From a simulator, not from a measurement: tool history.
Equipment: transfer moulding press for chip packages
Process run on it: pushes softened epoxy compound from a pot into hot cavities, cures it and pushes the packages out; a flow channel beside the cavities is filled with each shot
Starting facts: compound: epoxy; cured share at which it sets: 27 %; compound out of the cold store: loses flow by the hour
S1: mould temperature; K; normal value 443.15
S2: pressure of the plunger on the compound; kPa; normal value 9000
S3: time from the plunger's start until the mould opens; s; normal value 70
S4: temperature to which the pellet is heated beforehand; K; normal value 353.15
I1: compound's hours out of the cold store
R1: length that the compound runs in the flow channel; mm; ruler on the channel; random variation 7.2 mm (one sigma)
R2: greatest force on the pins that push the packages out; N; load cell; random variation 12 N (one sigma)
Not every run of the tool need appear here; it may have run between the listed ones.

run 1 hour=0 | S1=443.15 S2=9000 S3=70 S4=353.15 | I1=40.8 | R1=761 R2=618
-- hour=28 cavities cleaned with cleaning compound and waxed
run 2 hour=41.6 | S1=443.15 S2=9000 S3=70 S4=353.15 | I1=40.1 | R1=755 R2=939
-- hour=67.2 cavities cleaned with cleaning compound and waxed
-- hour=102.5 cavities cleaned with cleaning compound and waxed
run 3 hour=103.1 | S1=443.15 S2=9000 S3=70 S4=353.15 | I1=38.7 | R1=762 R2=577
-- hour=138 cavities cleaned with cleaning compound and waxed
run 4 hour=142.3 | S1=443.15 S2=9000 S3=70 S4=353.15 | I1=43.9 | R1=736 R2=579
-- hour=153.9 cavities cleaned with cleaning compound and waxed, once more
run 5 hour=171.6 | S1=443.15 S2=9460 S3=70 S4=353.15 | I1=43.3 | R1=764 R2=680
-- hour=182 plunger's sealing rings changed
-- hour=192.4 cavities cleaned with cleaning compound and waxed
-- hour=226.4 cavities cleaned with cleaning compound and waxed
run 6 hour=226.4 | S1=443.15 S2=9460 S3=70 S4=353.15 | I1=13.4 | R1=955 R2=601
run 7 hour=257 | S1=443.15 S2=9460 S3=70 S4=353.15 | I1=40.7 | R1=824 R2=746
-- hour=263.1 cavities cleaned with cleaning compound and waxed
-- hour=300 cavities cleaned with cleaning compound and waxed
run 8 hour=308 | S1=443.15 S2=9460 S3=70 S4=353.15 | I1=11.5 | R1=952 R2=665
-- hour=333.9 cavities cleaned with cleaning compound and waxed
run 9 hour=336.5 | S1=443.15 S2=9460 S3=70 S4=353.15 | I1=32.4 | R1=838 R2=580
-- hour=371.9 cavities cleaned with cleaning compound and waxed
run 10 hour=378.2 | S1=448.15 S2=9000 S3=70 S4=353.15 | I1=44.5 | R1=760 R2=522
-- hour=408 cavities cleaned with cleaning compound and waxed
run 11 hour=422.2 | S1=448.15 S2=9000 S3=70 S4=353.15 | I1=20.8 | R1=858 R2=581
-- hour=446.4 cavities cleaned with cleaning compound and waxed
run 12 hour=474.6 | S1=443.15 S2=9000 S3=70 S4=353.15 | I1=9.6 | R1=920 R2=798
-- hour=483.7 cavities cleaned with cleaning compound and waxed
run 13 hour=506.4 | S1=443.15 S2=9000 S3=70 S4=353.15 | I1=37.8 | R1=784 R2=689
-- hour=522.1 cavities cleaned with cleaning compound and waxed
run 14 hour=536.6 | S1=443.15 S2=9710 S3=70 S4=353.15 | I1=25.4 | R1=859 R2=686
-- hour=556.8 cavities cleaned with cleaning compound and waxed
run 15 hour=586.9 | S1=443.15 S2=9710 S3=70 S4=353.15 | I1=12.7 | R1=908 R2=825
-- hour=592.7 cavities cleaned with cleaning compound and waxed
-- hour=628.3 cavities cleaned with cleaning compound and waxed
run 16 hour=638.7 | S1=443.15 S2=9710 S3=70 S4=353.15 | I1=10.7 | R1=926 R2=691
-- hour=665.6 cavities cleaned with cleaning compound and waxed
-- hour=703.9 cavities cleaned with cleaning compound and waxed
run 17 hour=704.1 | S1=443.15 S2=9000 S3=92 S4=352.15 | I1=13.1 | R1=866 R2=437
-- hour=717.5 plunger's sealing rings changed
-- hour=742.7 cavities cleaned with cleaning compound and waxed
run 18 hour=743.6 | S1=445.15 S2=9000 S3=92 S4=357.15 | I1=25.4 | R1=879 R2=438

For run 19, what comes out?
-- hour=773.9 mould's thermocouples calibrated
-- hour=779.6 cavities cleaned with cleaning compound and waxed
run 19 hour=782.5 | S1=438.15 S2=9000 S3=92 S4=357.15 | I1=18.6 | R1=? R2=?

{"run 19": {"R1": 904, "R2": 502}}
Were there no unlogged condition in the tool, this run, its random variation unchanged, would have produced R1 912 mm, R2 482 N.

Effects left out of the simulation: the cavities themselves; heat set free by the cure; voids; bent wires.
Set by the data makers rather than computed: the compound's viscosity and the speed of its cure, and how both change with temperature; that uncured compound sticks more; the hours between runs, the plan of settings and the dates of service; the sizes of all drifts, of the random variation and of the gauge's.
